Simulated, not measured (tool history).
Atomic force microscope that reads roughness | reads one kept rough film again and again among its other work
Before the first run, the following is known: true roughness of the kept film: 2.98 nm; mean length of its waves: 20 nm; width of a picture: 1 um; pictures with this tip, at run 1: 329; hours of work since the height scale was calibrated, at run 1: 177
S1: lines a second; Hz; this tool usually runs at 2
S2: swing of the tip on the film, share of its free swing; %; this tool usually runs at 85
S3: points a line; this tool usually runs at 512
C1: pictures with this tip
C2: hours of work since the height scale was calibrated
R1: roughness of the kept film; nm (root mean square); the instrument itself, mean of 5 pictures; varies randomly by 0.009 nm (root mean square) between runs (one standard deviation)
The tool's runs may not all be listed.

{"run": 1, "hour": 0.0, "S1": 2, "S2": 85, "S3": 512, "C1": 329, "C2": 177, "R1": 1.542}
{"run": 2, "hour": 16.2, "S1": 2, "S2": 73, "S3": 512, "C1": 346, "C2": 187, "R1": 1.595}
{"run": 3, "hour": 26.5, "S1": 2, "S2": 85, "S3": 548, "C1": 357, "C2": 194, "R1": 1.504}
{"hour": 34.4, "done": "new tip fitted"}
{"run": 4, "hour": 37.9, "S1": 2, "S2": 71, "S3": 512, "C1": 3, "C2": 201, "R1": 2.129}
{"run": 5, "hour": 48.0, "S1": 2, "S2": 71, "S3": 512, "C1": 14, "C2": 207, "R1": 2.118}
{"run": 6, "hour": 68.3, "S1": 0.52, "S2": 85, "S3": 512, "C1": 36, "C2": 220, "R1": 2.12}
{"run": 7, "hour": 85.7, "S1": 0.52, "S2": 85, "S3": 512, "C1": 54, "C2": 231, "R1": 2.097}
{"run": 8, "hour": 98.5, "S1": 0.52, "S2": 85, "S3": 512, "C1": 68, "C2": 239, "R1": 2.054}
{"run": 9, "hour": 115.1, "S1": 0.52, "S2": 85, "S3": 512, "C1": 85, "C2": 249, "R1": 2.02}
{"run": 10, "hour": 132.8, "S1": 2.55, "S2": 83, "S3": 685, "C1": 104, "C2": 260, "R1": 1.784}
{"run": 11, "hour": 152.7, "S1": 2.55, "S2": 83, "S3": 685, "C1": 125, "C2": 273, "R1": 1.763}
{"run": 12, "hour": 161.6, "S1": 2.55, "S2": 76, "S3": 408, "C1": 135, "C2": 279, "R1": 1.789}
{"hour": 164.3, "done": "height scale calibrated on a step standard"}
{"run": 13, "hour": 172.6, "S1": 2, "S2": 88, "S3": 512, "C1": 145, "C2": 5, "R1": 1.721}
{"run": 14, "hour": 191.5, "S1": 2, "S2": 88, "S3": 512, "C1": 165, "C2": 17, "R1": 1.697}
{"run": 15, "hour": 207.3, "S1": 3.16, "S2": 60, "S3": 287, "C1": 182, "C2": 27, "R1": 1.8}
{"run": 16, "hour": 222.2, "S1": 0.89, "S2": 83, "S3": 492, "C1": 198, "C2": 36, "R1": 1.795}
{"run": 17, "hour": 238.8, "S1": 0.89, "S2": 83, "S3": 492, "C1": 216, "C2": 47, "R1": 1.769}

3 ways to go on from here, each from the tool as it stands after run 17. What would each give?
{"run": "A", "hour": 247.7, "S1": 0.55, "S2": 72, "S3": 431, "C1": 225, "C2": 53, "R1": "?"}
{"run": "B", "hour": 247.7, "S1": 2, "S2": 85, "S3": 358, "C1": 225, "C2": 53, "R1": "?"}
{"run": "C", "hour": 247.7, "S1": 1.14, "S2": 85, "S3": 609, "C1": 225, "C2": 53, "R1": "?"}

run=A R1=1.815
run=B R1=1.631
run=C R1=1.738
With no hidden state in the tool, these same runs would have given:
run=A R1=2.237
run=B R1=2.01
run=C R1=2.143
